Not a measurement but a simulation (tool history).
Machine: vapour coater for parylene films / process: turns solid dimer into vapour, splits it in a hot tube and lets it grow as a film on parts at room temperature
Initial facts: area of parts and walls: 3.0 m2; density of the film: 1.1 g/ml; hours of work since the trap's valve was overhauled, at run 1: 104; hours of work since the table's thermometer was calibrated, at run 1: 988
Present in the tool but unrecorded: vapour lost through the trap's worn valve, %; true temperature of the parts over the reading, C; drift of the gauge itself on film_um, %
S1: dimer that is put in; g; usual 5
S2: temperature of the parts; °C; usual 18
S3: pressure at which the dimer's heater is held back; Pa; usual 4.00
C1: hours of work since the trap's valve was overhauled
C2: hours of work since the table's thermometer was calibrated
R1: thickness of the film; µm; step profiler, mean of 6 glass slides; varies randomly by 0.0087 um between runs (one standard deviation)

run   hour  S1  S2    S3   C1    C2     R1
  1    0.0   5  18  4.00  104   988  0.714
  2   28.9   5  18  4.00  124  1007  0.703
  3   57.9   5  18  4.00  144  1027  0.712
  4   92.3   5  18  4.00  167  1051  0.695
  5  132.0   5  18  4.00  194  1078  0.698
  6  158.8   5  18  4.00  212  1096  0.700
  7  196.4   5  18  4.00  238  1122  0.692
  8  234.3   5  18  4.00  264  1148  0.685
  9  254.4   5  18  4.00  278  1162  0.686
 10  288.8   5  18  9.79  301  1185  0.594
 11  323.2   5  18  9.79  325  1208  0.603
 12  351.9   5  18  9.79  344  1228  0.575
 13  377.5   5  18  4.00  362  1246  0.666
 14  407.3   5  18  4.00  382  1266  0.680
     429.7  -- trap's valve overhauled
 15  448.2   5  18  6.14   13  1291  0.615
 16  466.8   5  18  6.14   25  1304  0.628
 17  491.4   5  18  6.14   42  1321  0.619
 18  526.8   8  18  9.77   66  1345  0.910
 19  545.2   2  25  4.00   79  1357  0.189
 20  570.8   4  29  5.37   96  1375  0.299
 21  600.9   4  29  5.37  117  1395  0.297
     646.1  -- trap's valve overhauled, once more
 22  646.1   4  18  4.98    0  1424  0.576
 23  663.8   9  18  3.25   12  1436  1.336
 24  690.9   9  18  3.25   31  1454  1.333
 25  708.8   3  13  8.73   43  1466  0.482
 26  735.5   3  13  3.76   61  1485  0.541
 27  768.6   8  14  9.56   84  1507  1.195
 28  808.7   5  18  3.28  111  1535  0.726
 29  830.3   2  18  3.37  126  1550  0.290
 30  868.4   2  18  3.37  152  1576  0.298
 31  896.6   2  18  3.37  171  1595  0.277
 32  917.6   2  23  6.26  185  1609  0.219
 33  950.3   3  30  2.34  208  1631  0.256

Alternative continuations, all from the tool just after run 33; predict every row:
  A  991.1   3  30   4.29  236  1659   ?
  B  991.1   3  16  11.43  236  1659   ?
  C  991.1   5  16   3.65  236  1659   ?

run     R1
  A  0.244
  B  0.392
  C  0.780
With no hidden state in the tool, these same runs would have given:
run     R1
  A  0.250
  B  0.403
  C  0.801
